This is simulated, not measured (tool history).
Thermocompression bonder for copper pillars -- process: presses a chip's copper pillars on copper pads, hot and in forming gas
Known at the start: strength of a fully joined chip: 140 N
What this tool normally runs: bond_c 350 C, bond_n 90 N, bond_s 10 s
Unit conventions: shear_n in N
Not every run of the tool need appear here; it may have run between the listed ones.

Run 1, hour 0: usual settings. Result: shear_n 59.6 N.
At hour 14.8: forming gas filter changed.
Run 2, hour 26.7: usual settings. Result: shear_n 57.8 N.
Run 3, hour 55.7: usual settings. Result: shear_n 56.5 N.
Run 4, hour 93.6: usual settings but bond_c 375 C. Result: shear_n 69.6 N.
Run 5, hour 135.1: usual settings but bond_c 375 C, bond_n 100 N. Result: shear_n 76.4 N.
Run 6, hour 180.5: usual settings but bond_c 375 C, bond_n 100 N. Result: shear_n 74.9 N.
At hour 195.6: heater calibrated with a thermocouple chip.
Run 7, hour 215.4: usual settings but bond_c 375 C, bond_n 100 N. Result: shear_n 74.8 N.
Run 8, hour 239: usual settings. Result: shear_n 57.8 N.
At hour 256.1: forming gas filter changed.
Run 9, hour 289.6: usual settings but bond_s 26 s. Result: shear_n 82.7 N.
Run 10, hour 315: usual settings. Result: shear_n 58.6 N.
Run 11, hour 336.7: usual settings. Result: shear_n 58.3 N.
Run 12, hour 374.7: usual settings but bond_n 114 N. Result: shear_n 69.8 N.
Run 13, hour 413.7: usual settings but bond_s 18 s. Result: shear_n 72.8 N.
Run 14, hour 460.7: usual settings but bond_c 373 C, bond_s 18 s. Result: shear_n 81.5 N.
At hour 494.7: forming gas filter changed.
Run 15, hour 499.6: usual settings but bond_c 356 C, bond_n 61 N, bond_s 6 s. Result: shear_n 34.2 N.
Run 16, hour 546.4: usual settings but bond_n 120 N, bond_s 6 s. Result: shear_n 62 N.
Run 17, hour 582.3: usual settings but bond_n 107 N, bond_s 9 s. Result: shear_n 64.3 N.
Run 18, hour 626.2: usual settings but bond_n 107 N, bond_s 9 s. Result: shear_n 64.7 N.
Run 19, hour 660: usual settings but bond_c 365 C, bond_n 112 N. Result: shear_n 76.7 N.
Run 20, hour 705.1: usual settings but bond_c 343 C, bond_n 71 N, bond_s 5 s. Result: shear_n 32.8 N.
At hour 733.3: forming gas filter changed.
Run 21, hour 733.3: usual settings but bond_s 17 s. Result: shear_n 70.4 N.
Run 22, hour 759.3: usual settings but bond_c 372 C, bond_s 5 s. Result: shear_n 52.9 N.
Run 23, hour 795.9: usual settings but bond_c 340 C, bond_s 9 s. Result: shear_n 53.1 N.
Run 24, hour 829.3: usual settings but bond_c 342 C, bond_n 61 N, bond_s 9 s. Result: shear_n 35.7 N.
Run 25, hour 857.7: usual settings. Result: shear_n 58.6 N.
Run 26, hour 892.9: usual settings but bond_c 338 C, bond_n 64 N, bond_s 5 s. Result: shear_n 28.3 N.
Run 27, hour 941.1: usual settings but bond_c 336 C, bond_s 9 s. Result: shear_n 51.4 N.
At hour 972: forming gas filter changed.
Run 28, hour 972: usual settings but bond_c 326 C, bond_n 94 N, bond_s 9 s. Result: shear_n 48.4 N.

Alternative continuations, all from the tool just after run 28; predict every row:
Run A, hour 1000.1: usual settings but bond_c 362 C, bond_n 130 N, bond_s 9 s. Result: shear_n ?.
Run B, hour 1000.1: usual settings but bond_c 326 C, bond_n 75 N, bond_s 9 s. Result: shear_n ?.
Run C, hour 1000.1: usual settings but bond_c 333 C. Result: shear_n ?.

run  shear_n
  A       80
  B     38.6
  C     51.5
Stripped of hidden state, with their random variation kept, the same runs would have yielded:
run  shear_n
  A     80.1
  B     38.7
  C     51.6
